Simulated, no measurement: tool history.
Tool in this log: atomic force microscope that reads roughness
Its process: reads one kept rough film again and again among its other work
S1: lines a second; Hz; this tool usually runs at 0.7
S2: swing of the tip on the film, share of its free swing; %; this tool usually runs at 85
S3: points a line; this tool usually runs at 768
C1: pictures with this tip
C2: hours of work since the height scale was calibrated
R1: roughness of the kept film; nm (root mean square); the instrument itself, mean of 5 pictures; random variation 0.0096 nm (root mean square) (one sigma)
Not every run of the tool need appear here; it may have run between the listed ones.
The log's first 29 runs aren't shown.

run	hour	S1	S2	S3	C1	C2	R1
30	200.5	0.7	75	937	57	92	2.17
31	209	0.7	65	768	64	95	2.203
32	216.4	0.7	65	768	70	98	2.184
33	223.3	1.477	85	768	75	101	2.037
34	233.2	1.477	85	768	83	105	2.038
# hour 241.3: new tip fitted
35	242.5	1.477	71	475	1	109	2.158
36	248.4	2.494	79	401	5	111	2.027
37	254.2	0.643	85	768	10	114	2.157
38	262.2	3.718	85	290	16	117	1.805
39	272.1	3.718	85	290	24	121	1.799
40	277.1	3.398	86	319	28	123	1.823
41	281.3	0.597	90	329	31	125	2.126
42	290.2	1.442	74	317	38	129	2.118
43	298	1.442	57	571	44	132	2.185
44	304.7	2.605	57	319	49	135	2.171
45	310.8	2.605	57	745	54	137	2.152
46	317.3	0.7	85	355	59	140	2.129
47	324.2	2.601	85	969	65	143	1.897
48	328.8	3.555	71	880	68	145	2.012
49	335.8	0.716	76	768	74	148	2.157
50	340.5	0.716	76	768	77	150	2.155
51	350.5	0.716	76	942	85	154	2.156
52	354.7	0.7	83	768	88	156	2.131

Here are 4 independent what-if runs from the current tool condition. What would each one return?
# hour 356: new tip fitted
A	360.2	1.058	63	850	3	158	?
# hour 356: new tip fitted
B	360.2	0.7	55	768	3	158	?
# hour 356: new tip fitted
C	360.2	0.7	56	768	3	158	?
# hour 356: new tip fitted
D	360.2	2.41	84	768	3	158	?

run	R1
A	2.201
B	2.229
C	2.252
D	1.946
Stripped of hidden state, with their random variation kept, the same runs would have yielded:
run	R1
A	2.212
B	2.24
C	2.263
D	1.955
